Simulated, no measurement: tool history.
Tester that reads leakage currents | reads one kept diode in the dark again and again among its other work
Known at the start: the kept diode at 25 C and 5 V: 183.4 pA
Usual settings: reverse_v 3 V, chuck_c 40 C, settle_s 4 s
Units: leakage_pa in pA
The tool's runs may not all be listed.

{"run": 1, "hour": 0.0, "reverse_v": 3, "chuck_c": 40, "settle_s": 4, "leakage_pa": 505.61}
{"run": 2, "hour": 155.4, "reverse_v": 3, "chuck_c": 40, "settle_s": 4, "leakage_pa": 510.55}
{"run": 3, "hour": 273.2, "reverse_v": 3, "chuck_c": 40, "settle_s": 4, "leakage_pa": 510.6}
{"run": 4, "hour": 492.8, "reverse_v": 3, "chuck_c": 40, "settle_s": 4, "leakage_pa": 508.24}
{"run": 5, "hour": 704.3, "reverse_v": 3, "chuck_c": 40, "settle_s": 4, "leakage_pa": 509.26}
{"run": 6, "hour": 828.9, "reverse_v": 3, "chuck_c": 40, "settle_s": 5.72, "leakage_pa": 509.7}
{"run": 7, "hour": 1049.9, "reverse_v": 3, "chuck_c": 40, "settle_s": 5.72, "leakage_pa": 507.4}
{"run": 8, "hour": 1197.5, "reverse_v": 3, "chuck_c": 40, "settle_s": 0.66, "leakage_pa": 506.83}
{"run": 9, "hour": 1387.0, "reverse_v": 3, "chuck_c": 40, "settle_s": 0.66, "leakage_pa": 509.47}
{"hour": 1527.0, "done": "probe card cleaned and baked"}
{"run": 10, "hour": 1561.1, "reverse_v": 3, "chuck_c": 40, "settle_s": 0.66, "leakage_pa": 506.96}
{"run": 11, "hour": 1664.0, "reverse_v": 3, "chuck_c": 40, "settle_s": 0.66, "leakage_pa": 506.13}
{"hour": 1696.0, "done": "chuck's temperature calibrated"}
{"run": 12, "hour": 1780.1, "reverse_v": 3, "chuck_c": 40, "settle_s": 0.66, "leakage_pa": 509}
{"run": 13, "hour": 1883.0, "reverse_v": 3, "chuck_c": 40, "settle_s": 2.44, "leakage_pa": 506.38}
{"run": 14, "hour": 2046.7, "reverse_v": 3, "chuck_c": 40, "settle_s": 4, "leakage_pa": 507.06}
{"run": 15, "hour": 2244.6, "reverse_v": 3, "chuck_c": 40, "settle_s": 2.39, "leakage_pa": 509.28}
{"run": 16, "hour": 2438.4, "reverse_v": 3, "chuck_c": 40, "settle_s": 4, "leakage_pa": 508.11}
{"run": 17, "hour": 2603.0, "reverse_v": 3, "chuck_c": 40, "settle_s": 4, "leakage_pa": 507.47}
{"run": 18, "hour": 2713.3, "reverse_v": 3, "chuck_c": 40, "settle_s": 4, "leakage_pa": 508.88}
{"run": 19, "hour": 2822.8, "reverse_v": 3, "chuck_c": 40, "settle_s": 1.01, "leakage_pa": 508.16}
{"hour": 3006.9, "done": "tester calibrated"}
{"run": 20, "hour": 3031.8, "reverse_v": 1.87, "chuck_c": 53, "settle_s": 7.46, "leakage_pa": 1108.18}
{"run": 21, "hour": 3240.6, "reverse_v": 3, "chuck_c": 31, "settle_s": 0.34, "leakage_pa": 245.12}
{"run": 22, "hour": 3428.7, "reverse_v": 6.47, "chuck_c": 58, "settle_s": 1.48, "leakage_pa": 2785.78}
{"run": 23, "hour": 3642.8, "reverse_v": 2.13, "chuck_c": 28, "settle_s": 5.62, "leakage_pa": 161.44}
{"run": 24, "hour": 3739.9, "reverse_v": 7.6, "chuck_c": 25, "settle_s": 1.19, "leakage_pa": 223.6}
{"run": 25, "hour": 3842.3, "reverse_v": 1.47, "chuck_c": 25, "settle_s": 1.19, "leakage_pa": 104.78}
{"hour": 4035.8, "done": "chuck's temperature calibrated"}
{"run": 26, "hour": 4044.5, "reverse_v": 2.61, "chuck_c": 34, "settle_s": 4, "leakage_pa": 293.63}
{"run": 27, "hour": 4257.5, "reverse_v": 2.61, "chuck_c": 41, "settle_s": 0.83, "leakage_pa": 516.38}
{"run": 28, "hour": 4366.1, "reverse_v": 7.51, "chuck_c": 40, "settle_s": 4, "leakage_pa": 769.24}
{"run": 29, "hour": 4515.9, "reverse_v": 1.09, "chuck_c": 40, "settle_s": 0.55, "leakage_pa": 320.53}
{"run": 30, "hour": 4625.3, "reverse_v": 2.01, "chuck_c": 40, "settle_s": 0.32, "leakage_pa": 426.86}
{"run": 31, "hour": 4817.7, "reverse_v": 5.28, "chuck_c": 24, "settle_s": 7.89, "leakage_pa": 171.5}
{"run": 32, "hour": 4942.4, "reverse_v": 15.83, "chuck_c": 23, "settle_s": 1.11, "leakage_pa": 260.59}
{"run": 33, "hour": 5111.7, "reverse_v": 1.04, "chuck_c": 49, "settle_s": 2.13, "leakage_pa": 631.4}
{"run": 34, "hour": 5254.7, "reverse_v": 2.77, "chuck_c": 40, "settle_s": 1.51, "leakage_pa": 488.97}
{"run": 35, "hour": 5455.9, "reverse_v": 2.77, "chuck_c": 40, "settle_s": 1.51, "leakage_pa": 488.07}
{"run": 36, "hour": 5563.8, "reverse_v": 3.01, "chuck_c": 26, "settle_s": 0.55, "leakage_pa": 159.65}
{"run": 37, "hour": 5719.1, "reverse_v": 3.01, "chuck_c": 26, "settle_s": 0.55, "leakage_pa": 158.87}
{"run": 38, "hour": 5848.2, "reverse_v": 7.89, "chuck_c": 40, "settle_s": 1.78, "leakage_pa": 790.65}

Some steps in leakage_pa between neighbouring runs. How much of each would the tool show without its hidden state too (settings, what came in, random variation), and how much is left for the hidden state, with any gauge scatter that isn't in both results?
The hidden state here: stray current of the dirty probe card, pA a volt; current scale over the true one, %; true chuck temperature over the reading, C; drift of the gauge itself on leakage_pa, %.
Run 11 -> 12: chuck's temperature calibrated. leakage_pa +2.87 pA: hidden state +1.35, all else +1.52.
Run 20 -> 21: reverse_v 1.87 -> 3, chuck_c 53 -> 31, settle_s 7.46 -> 0.34. leakage_pa -863.06 pA: hidden state +1.09, all else -864.15.
Run 21 -> 22: reverse_v 3 -> 6.47, chuck_c 31 -> 58, settle_s 0.34 -> 1.48. leakage_pa +2540.66 pA: hidden state -4.28, all else +2544.94.
Run 22 -> 23: reverse_v 6.47 -> 2.13, chuck_c 58 -> 28, settle_s 1.48 -> 5.62. leakage_pa -2624.34 pA: hidden state +4.33, all else -2628.67.
